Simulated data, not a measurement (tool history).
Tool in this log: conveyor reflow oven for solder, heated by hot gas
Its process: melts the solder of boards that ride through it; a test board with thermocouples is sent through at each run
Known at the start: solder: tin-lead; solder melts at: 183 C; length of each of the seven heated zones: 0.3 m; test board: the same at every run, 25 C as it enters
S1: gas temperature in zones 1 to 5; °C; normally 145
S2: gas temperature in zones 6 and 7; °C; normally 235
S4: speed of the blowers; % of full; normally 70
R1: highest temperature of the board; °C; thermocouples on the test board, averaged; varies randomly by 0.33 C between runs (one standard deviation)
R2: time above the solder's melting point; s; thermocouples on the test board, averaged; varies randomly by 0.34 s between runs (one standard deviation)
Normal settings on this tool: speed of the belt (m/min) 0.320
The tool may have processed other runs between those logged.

run 1 hour=0.0 | S1=145 S2=235 speed_of_the_belt_(m/min)=0.320 S4=70 | R1=218.7 R2=90.3
run 2 hour=27.6 | S1=145 S2=235 speed_of_the_belt_(m/min)=0.320 S4=70 | R1=219.1 R2=89.6
run 3 hour=56.5 | S1=149 S2=235 speed_of_the_belt_(m/min)=0.320 S4=70 | R1=219.8 R2=92.9
run 4 hour=86.9 | S1=145 S2=235 speed_of_the_belt_(m/min)=0.320 S4=70 | R1=218.8 R2=90.0
run 5 hour=117.6 | S1=145 S2=235 speed_of_the_belt_(m/min)=0.279 S4=70 | R1=222.4 R2=108.4
run 6 hour=152.5 | S1=145 S2=235 speed_of_the_belt_(m/min)=0.279 S4=70 | R1=221.9 R2=107.4
run 7 hour=190.0 | S1=145 S2=235 speed_of_the_belt_(m/min)=0.279 S4=70 | R1=222.0 R2=107.7
run 8 hour=212.7 | S1=145 S2=235 speed_of_the_belt_(m/min)=0.320 S4=70 | R1=217.9 R2=88.6
run 9 hour=247.8 | S1=145 S2=235 speed_of_the_belt_(m/min)=0.320 S4=70 | R1=217.9 R2=88.2
run 10 hour=279.3 | S1=145 S2=235 speed_of_the_belt_(m/min)=0.320 S4=70 | R1=217.9 R2=88.4
run 11 hour=302.9 | S1=137 S2=235 speed_of_the_belt_(m/min)=0.320 S4=70 | R1=215.8 R2=82.0
run 12 hour=337.6 | S1=145 S2=235 speed_of_the_belt_(m/min)=0.320 S4=70 | R1=217.6 R2=88.1
run 13 hour=380.9 | S1=145 S2=235 speed_of_the_belt_(m/min)=0.320 S4=70 | R1=218.2 R2=89.3
run 14 hour=403.6 | S1=145 S2=235 speed_of_the_belt_(m/min)=0.320 S4=70 | R1=218.8 R2=90.0
run 15 hour=447.2 | S1=145 S2=235 speed_of_the_belt_(m/min)=0.320 S4=62 | R1=215.8 R2=85.9
run 16 hour=484.7 | S1=145 S2=235 speed_of_the_belt_(m/min)=0.320 S4=62 | R1=215.2 R2=85.9
run 17 hour=504.2 | S1=132 S2=226 speed_of_the_belt_(m/min)=0.320 S4=70 | R1=207.8 R2=68.2
run 18 hour=544.8 | S1=132 S2=226 speed_of_the_belt_(m/min)=0.320 S4=70 | R1=207.4 R2=68.7
run 19 hour=575.1 | S1=134 S2=226 speed_of_the_belt_(m/min)=0.363 S4=70 | R1=203.6 R2=53.3
run 20 hour=611.6 | S1=134 S2=226 speed_of_the_belt_(m/min)=0.363 S4=70 | R1=203.1 R2=53.4
run 21 hour=634.6 | S1=134 S2=226 speed_of_the_belt_(m/min)=0.363 S4=70 | R1=203.9 R2=53.3
run 22 hour=653.2 | S1=131 S2=229 speed_of_the_belt_(m/min)=0.349 S4=86 | R1=210.7 R2=66.4
run 23 hour=693.8 | S1=145 S2=234 speed_of_the_belt_(m/min)=0.320 S4=70 | R1=215.8 R2=86.5
run 24 hour=724.7 | S1=145 S2=249 speed_of_the_belt_(m/min)=0.320 S4=70 | R1=229.7 R2=99.7
run 25 hour=754.4 | S1=145 S2=249 speed_of_the_belt_(m/min)=0.320 S4=70 | R1=229.9 R2=99.9
run 26 hour=794.1 | S1=145 S2=249 speed_of_the_belt_(m/min)=0.320 S4=69 | R1=228.8 R2=99.3
run 27 hour=817.2 | S1=145 S2=229 speed_of_the_belt_(m/min)=0.358 S4=69 | R1=208.6 R2=68.0
run 28 hour=853.1 | S1=145 S2=235 speed_of_the_belt_(m/min)=0.373 S4=70 | R1=212.2 R2=68.6
run 29 hour=878.4 | S1=145 S2=235 speed_of_the_belt_(m/min)=0.373 S4=70 | R1=211.9 R2=68.3
run 30 hour=919.1 | S1=151 S2=235 speed_of_the_belt_(m/min)=0.320 S4=70 | R1=218.2 R2=92.5
run 31 hour=965.7 | S1=151 S2=235 speed_of_the_belt_(m/min)=0.320 S4=70 | R1=218.0 R2=91.4
run 32 hour=1011.9 | S1=151 S2=235 speed_of_the_belt_(m/min)=0.320 S4=70 | R1=217.3 R2=92.0

Not shown: 3 entries that the log had between the listed runs. Between which runs, and how does the tool's hidden state differ before and after?
From run 12 to run 13: flux residue cleaned out of gas plates and filters (hour 361.9)
  heat that the gas passes to the board, % of a clean oven's: 94.4 -> 99; belt's true speed, % of the reading: 99.57 -> 99.55; true gas temperature in zones 6 and 7 over the reading, C: -0.97 -> -1.04
  the result without the hidden state subtracted from the measured one, R1: -2.1 -> -1.0 °C; R2: -2.2 -> -0.7 s
From run 23 to run 24: flux residue cleaned out of gas plates and filters (hour 724.7)
  heat that the gas passes to the board, % of a clean oven's: 94.3 -> 98.4; belt's true speed, % of the reading: 99.36 -> 99.35; true gas temperature in zones 6 and 7 over the reading, C: -1.65 -> -1.7
  the result without the hidden state subtracted from the measured one, R1: -2.7 -> -1.7 °C; R2: -2.7 -> -0.7 s
From run 30 to run 31: belt drive overhauled, speed set with a stopwatch (hour 960.2)
  heat that the gas passes to the board, % of a clean oven's: 95.4 -> 94.7; belt's true speed, % of the reading: 99.22 -> 99.85; true gas temperature in zones 6 and 7 over the reading, C: -2.08 -> -2.16
  the result without the hidden state subtracted from the measured one, R1: -2.6 -> -3.0 °C; R2: -2.1 -> -3.2 s
